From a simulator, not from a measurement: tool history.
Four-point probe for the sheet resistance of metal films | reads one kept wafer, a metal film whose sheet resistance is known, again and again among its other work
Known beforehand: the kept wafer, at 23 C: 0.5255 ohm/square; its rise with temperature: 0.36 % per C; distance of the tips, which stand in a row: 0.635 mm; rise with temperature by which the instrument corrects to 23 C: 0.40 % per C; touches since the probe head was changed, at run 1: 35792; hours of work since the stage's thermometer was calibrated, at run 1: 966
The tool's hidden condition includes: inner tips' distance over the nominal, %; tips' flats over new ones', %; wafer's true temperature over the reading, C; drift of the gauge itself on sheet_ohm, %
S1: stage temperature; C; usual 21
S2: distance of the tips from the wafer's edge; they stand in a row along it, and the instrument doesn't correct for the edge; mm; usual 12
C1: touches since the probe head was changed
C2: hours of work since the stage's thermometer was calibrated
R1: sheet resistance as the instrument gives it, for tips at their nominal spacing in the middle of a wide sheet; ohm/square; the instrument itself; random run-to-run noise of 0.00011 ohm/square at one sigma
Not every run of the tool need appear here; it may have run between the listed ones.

run     day  S1  S2     C1    C2        R1
  1       0  21  12  35792   966  0.526616
  2   2.383  21  12  38323  1002  0.526731
  3   6.529  21  12  42728  1065  0.526521
  4  10.708  33  12  47167  1129  0.524516
  5  13.483  21  12  50112  1171   0.52665
  6  17.642  21  69  54532  1234    0.5259
     19.592  -- stage's thermometer calibrated
  7   20.05  25  69  57066     7  0.525369
  8  23.667  19  17  60906    62  0.526919
  9  26.388  19   6  63796   103  0.529394
 10  31.471  21   8  69197   181  0.527583

5 options for the next run, each taken on its own from the tool as it stands now. Forecast them:
  A  34.633  21  20  72555  229   ?
  B  34.633  19   8  72555  229   ?
  C  34.633  18  69  72555  229   ?
  D  34.633  20  18  72555  229   ?
  E  34.633  21   6  72555  229   ?

run        R1
  A  0.526385
  B   0.52817
  C  0.526497
  D  0.526406
  E  0.529314
The same runs, with their run-to-run variation unchanged, on a tool lacking any hidden condition would have given:
run        R1
  A  0.526357
  B  0.528142
  C  0.526469
  D  0.526378
  E  0.529286

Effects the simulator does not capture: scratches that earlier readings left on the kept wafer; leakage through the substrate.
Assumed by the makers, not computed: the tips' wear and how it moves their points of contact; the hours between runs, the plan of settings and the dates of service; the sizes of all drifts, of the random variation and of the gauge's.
